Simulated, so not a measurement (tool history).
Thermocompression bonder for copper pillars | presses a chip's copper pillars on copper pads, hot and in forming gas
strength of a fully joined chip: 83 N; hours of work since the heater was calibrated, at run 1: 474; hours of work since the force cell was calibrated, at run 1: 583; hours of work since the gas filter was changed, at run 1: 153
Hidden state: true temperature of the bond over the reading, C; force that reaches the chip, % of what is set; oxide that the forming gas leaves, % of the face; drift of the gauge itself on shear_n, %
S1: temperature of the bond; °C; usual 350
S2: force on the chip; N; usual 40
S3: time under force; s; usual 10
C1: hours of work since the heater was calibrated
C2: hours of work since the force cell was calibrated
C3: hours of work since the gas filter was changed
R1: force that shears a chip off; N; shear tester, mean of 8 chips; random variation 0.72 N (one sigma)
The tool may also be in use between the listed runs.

run	hour	S1	S2	S3	C1	C2	C3	R1
1	0.0	350	40	10	474	583	153	52.0
2	34.2	351	40	10	492	601	171	52.7
# hour 56.4: forming gas filter changed
3	65.3	351	40	10	509	617	5	53.6
4	100.8	351	40	10	528	636	24	51.5
5	129.8	351	40	10	543	652	39	52.4
6	156.4	351	40	10	557	666	53	52.3
7	173.2	351	40	10	566	675	62	51.8
8	204.9	351	40	10	583	692	79	51.9
9	237.6	351	40	10	601	710	97	53.5
10	271.5	350	40	10	619	728	115	51.4
11	301.6	350	40	10	635	744	131	51.1
12	318.9	350	40	10	644	753	140	52.4
13	353.8	350	40	10	663	772	159	51.6
14	375.0	350	40	10	674	783	170	52.3
# hour 398.9: forming gas filter changed
15	406.6	350	40	10	691	800	4	52.8
16	441.0	350	40	10	709	818	23	51.4
17	463.6	350	40	10	721	830	35	52.0
18	499.6	350	40	10	741	849	54	51.1
19	522.6	350	40	10	753	862	66	51.6
20	556.7	350	33	10	771	880	84	47.7
21	593.1	363	49	10	791	899	104	61.9
# hour 596.3: force cell calibrated
22	612.1	351	40	16	800	8	113	59.5
23	640.0	351	40	16	815	23	128	59.9
24	666.5	351	40	16	829	38	142	60.7
25	702.4	327	40	9	848	57	161	40.6
26	729.4	344	40	17	863	71	176	59.3
# hour 741.6: forming gas filter changed
27	766.4	360	28	20	882	91	13	57.0
28	796.3	360	28	20	898	107	29	57.9
29	826.6	360	28	20	914	123	45	58.7
30	846.4	348	40	10	925	133	56	50.5
31	883.0	350	25	18	944	153	76	47.9
32	916.7	367	42	10	962	171	94	60.5
33	942.6	320	50	13	976	185	107	49.7
34	978.1	320	50	13	995	204	126	49.4
# hour 989.5: heater calibrated with a thermocouple chip
35	1005.5	344	40	23	9	217	140	63.3
36	1029.3	361	36	5	21	230	153	43.0
37	1059.8	361	36	5	38	246	169	43.9
# hour 1085.7: forming gas filter changed
38	1095.1	361	36	5	56	265	5	43.9
39	1119.8	338	55	13	69	278	18	60.2
40	1139.3	338	55	13	80	289	29	59.7

4 ways to go on from here, each from the tool as it stands after run 40. What would each give?
A	1157.4	378	55	19	89	298	38	?
B	1157.4	331	31	18	89	298	38	?
C	1157.4	370	58	8	89	298	38	?
D	1157.4	355	40	14	89	298	38	?

run	R1
A	77.2
B	46.1
C	66.5
D	60.7
Without the tool's hidden state the same runs would have given:
run	R1
A	77.3
B	46.2
C	66.6
D	60.8
